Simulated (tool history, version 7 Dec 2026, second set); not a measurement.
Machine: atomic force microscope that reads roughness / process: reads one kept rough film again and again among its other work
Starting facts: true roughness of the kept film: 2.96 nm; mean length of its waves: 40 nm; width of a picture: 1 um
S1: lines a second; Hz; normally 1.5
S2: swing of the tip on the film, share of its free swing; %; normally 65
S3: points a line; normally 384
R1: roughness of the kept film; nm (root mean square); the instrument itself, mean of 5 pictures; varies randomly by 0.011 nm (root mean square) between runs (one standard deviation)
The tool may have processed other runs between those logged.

run 1 hour=0 | S1=1.5 S2=65 S3=384 | R1=2.606
run 2 hour=44.4 | S1=1.5 S2=65 S3=384 | R1=2.595
-- hour=85 new tip fitted
run 3 hour=112.7 | S1=1.5 S2=65 S3=384 | R1=2.599
run 4 hour=152.6 | S1=1.5 S2=65 S3=384 | R1=2.576
run 5 hour=208.8 | S1=1.5 S2=65 S3=384 | R1=2.589
-- hour=261.1 new tip fitted
run 6 hour=288.1 | S1=1.5 S2=65 S3=384 | R1=2.615
run 7 hour=331.5 | S1=1.5 S2=56 S3=341 | R1=2.632
run 8 hour=386.1 | S1=1.61 S2=61 S3=341 | R1=2.605
-- hour=443.3 new tip fitted
run 9 hour=454.5 | S1=1.97 S2=62 S3=415 | R1=2.586
run 10 hour=529.6 | S1=0.71 S2=65 S3=494 | R1=2.656
run 11 hour=603.9 | S1=0.71 S2=65 S3=494 | R1=2.672

Each row is a separate what-if for the run after 11, all from the same tool condition, not one after another. Results?
-- hour=620.7 new tip fitted
run A hour=669.5 | S1=1.48 S2=65 S3=909 | R1=?
-- hour=620.7 new tip fitted
run B hour=669.5 | S1=3.32 S2=65 S3=478 | R1=?
-- hour=620.7 new tip fitted
run C hour=669.5 | S1=0.71 S2=65 S3=742 | R1=?
-- hour=620.7 new tip fitted
run D hour=669.5 | S1=2.06 S2=82 S3=384 | R1=?
-- hour=620.7 new tip fitted
run E hour=669.5 | S1=1.16 S2=56 S3=943 | R1=?

run=A R1=2.608
run=B R1=2.442
run=C R1=2.661
run=D R1=2.291
run=E R1=2.699
The same runs, with their run-to-run variation unchanged, on a tool lacking any hidden condition would have given:
run=A R1=2.611
run=B R1=2.444
run=C R1=2.664
run=D R1=2.293
run=E R1=2.702
